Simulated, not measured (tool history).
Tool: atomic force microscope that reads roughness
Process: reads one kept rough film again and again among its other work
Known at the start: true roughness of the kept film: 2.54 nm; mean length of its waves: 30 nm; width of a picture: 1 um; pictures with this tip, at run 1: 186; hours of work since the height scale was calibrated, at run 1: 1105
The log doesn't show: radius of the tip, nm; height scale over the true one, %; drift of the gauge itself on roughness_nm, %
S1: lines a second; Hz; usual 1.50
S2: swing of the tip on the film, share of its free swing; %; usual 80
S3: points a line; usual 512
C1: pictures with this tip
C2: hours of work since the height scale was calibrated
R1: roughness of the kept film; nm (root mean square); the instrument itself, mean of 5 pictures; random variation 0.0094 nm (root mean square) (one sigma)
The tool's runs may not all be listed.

run 1 hour=0.0 | S1=1.50 S2=80 S3=512 | C1=186 C2=1105 | R1=1.891
run 2 hour=28.2 | S1=1.50 S2=80 S3=311 | C1=224 C2=1122 | R1=1.813
-- hour=50.7 new tip fitted
run 3 hour=66.9 | S1=1.50 S2=80 S3=311 | C1=22 C2=1144 | R1=2.075
run 4 hour=96.4 | S1=1.50 S2=80 S3=512 | C1=62 C2=1161 | R1=2.047
run 5 hour=145.8 | S1=1.50 S2=80 S3=412 | C1=128 C2=1189 | R1=1.943
run 6 hour=201.1 | S1=1.50 S2=80 S3=412 | C1=202 C2=1221 | R1=1.823
run 7 hour=232.7 | S1=1.50 S2=80 S3=412 | C1=245 C2=1240 | R1=1.769
-- hour=238.0 new tip fitted
run 8 hour=271.6 | S1=1.50 S2=80 S3=412 | C1=45 C2=1262 | R1=2.085
run 9 hour=324.0 | S1=1.50 S2=59 S3=512 | C1=115 C2=1292 | R1=2.109
run 10 hour=357.7 | S1=1.50 S2=59 S3=512 | C1=161 C2=1312 | R1=2.044
run 11 hour=413.8 | S1=1.50 S2=59 S3=512 | C1=236 C2=1344 | R1=1.925
-- hour=425.2 new tip fitted
run 12 hour=448.7 | S1=1.50 S2=59 S3=512 | C1=31 C2=1364 | R1=2.273
run 13 hour=492.7 | S1=1.50 S2=57 S3=512 | C1=90 C2=1389 | R1=2.159
run 14 hour=544.0 | S1=1.50 S2=57 S3=757 | C1=159 C2=1419 | R1=2.047
run 15 hour=598.0 | S1=1.50 S2=57 S3=757 | C1=232 C2=1450 | R1=1.955
-- hour=612.5 new tip fitted
run 16 hour=632.4 | S1=1.50 S2=57 S3=757 | C1=26 C2=1470 | R1=2.288
run 17 hour=679.0 | S1=1.50 S2=57 S3=292 | C1=89 C2=1497 | R1=2.135
-- hour=710.9 height scale calibrated on a step standard
run 18 hour=727.9 | S1=1.80 S2=80 S3=512 | C1=153 C2=10 | R1=1.895
run 19 hour=777.6 | S1=1.80 S2=80 S3=512 | C1=220 C2=39 | R1=1.812
-- hour=801.4 new tip fitted
run 20 hour=802.8 | S1=1.50 S2=80 S3=539 | C1=2 C2=53 | R1=2.194
run 21 hour=837.9 | S1=1.50 S2=80 S3=539 | C1=49 C2=73 | R1=2.119
-- hour=851.1 height scale calibrated on a step standard, once more
run 22 hour=888.1 | S1=1.50 S2=80 S3=539 | C1=115 C2=21 | R1=1.923
run 23 hour=914.8 | S1=1.50 S2=80 S3=539 | C1=151 C2=37 | R1=1.899
run 24 hour=959.0 | S1=0.56 S2=80 S3=539 | C1=210 C2=62 | R1=1.900
run 25 hour=982.4 | S1=0.59 S2=80 S3=292 | C1=242 C2=76 | R1=1.844
-- hour=991.5 new tip fitted
run 26 hour=1006.2 | S1=0.59 S2=80 S3=292 | C1=20 C2=89 | R1=2.196
run 27 hour=1042.1 | S1=0.59 S2=80 S3=292 | C1=68 C2=110 | R1=2.090
run 28 hour=1085.7 | S1=0.65 S2=80 S3=309 | C1=127 C2=135 | R1=2.011
run 29 hour=1128.3 | S1=0.65 S2=80 S3=309 | C1=184 C2=160 | R1=1.929
run 30 hour=1163.6 | S1=1.28 S2=80 S3=309 | C1=231 C2=180 | R1=1.764
-- hour=1181.3 new tip fitted
run 31 hour=1211.4 | S1=0.55 S2=82 S3=504 | C1=41 C2=208 | R1=2.194
run 32 hour=1243.0 | S1=0.55 S2=82 S3=504 | C1=83 C2=226 | R1=2.123
run 33 hour=1283.4 | S1=0.58 S2=81 S3=930 | C1=138 C2=249 | R1=2.017
run 34 hour=1312.3 | S1=0.58 S2=81 S3=930 | C1=176 C2=266 | R1=1.971
run 35 hour=1337.2 | S1=0.58 S2=81 S3=930 | C1=210 C2=280 | R1=1.927
-- hour=1368.7 new tip fitted
run 36 hour=1374.8 | S1=0.58 S2=81 S3=930 | C1=9 C2=302 | R1=2.247
run 37 hour=1417.9 | S1=0.58 S2=81 S3=930 | C1=66 C2=327 | R1=2.161
run 38 hour=1473.8 | S1=1.05 S2=65 S3=257 | C1=141 C2=359 | R1=2.018
run 39 hour=1497.8 | S1=0.68 S2=56 S3=827 | C1=174 C2=373 | R1=2.039
run 40 hour=1547.7 | S1=0.68 S2=73 S3=683 | C1=241 C2=402 | R1=1.896
-- hour=1555.5 new tip fitted
run 41 hour=1598.1 | S1=2.04 S2=61 S3=324 | C1=57 C2=431 | R1=2.108
run 42 hour=1651.4 | S1=1.50 S2=71 S3=278 | C1=128 C2=462 | R1=1.976
run 43 hour=1674.2 | S1=1.50 S2=71 S3=278 | C1=159 C2=475 | R1=1.923
run 44 hour=1723.0 | S1=1.50 S2=71 S3=278 | C1=224 C2=503 | R1=1.827
-- hour=1745.7 new tip fitted
run 45 hour=1769.7 | S1=1.50 S2=71 S3=278 | C1=32 C2=530 | R1=2.146
run 46 hour=1814.1 | S1=1.34 S2=70 S3=472 | C1=92 C2=555 | R1=2.078
run 47 hour=1841.6 | S1=2.72 S2=80 S3=512 | C1=129 C2=571 | R1=1.775

4 ways to go on from here, each from the tool as it stands after run 47. What would each give?
run A hour=1875.5 | S1=0.97 S2=80 S3=520 | C1=174 C2=591 | R1=?
run B hour=1875.5 | S1=2.72 S2=80 S3=851 | C1=174 C2=591 | R1=?
run C hour=1875.5 | S1=1.43 S2=66 S3=604 | C1=174 C2=591 | R1=?
run D hour=1875.5 | S1=1.73 S2=57 S3=354 | C1=174 C2=591 | R1=?

run=A R1=1.910
run=B R1=1.725
run=C R1=1.960
run=D R1=1.976
Without the tool's hidden state the same runs would have given:
run=A R1=2.188
run=B R1=1.977
run=C R1=2.245
run=D R1=2.264
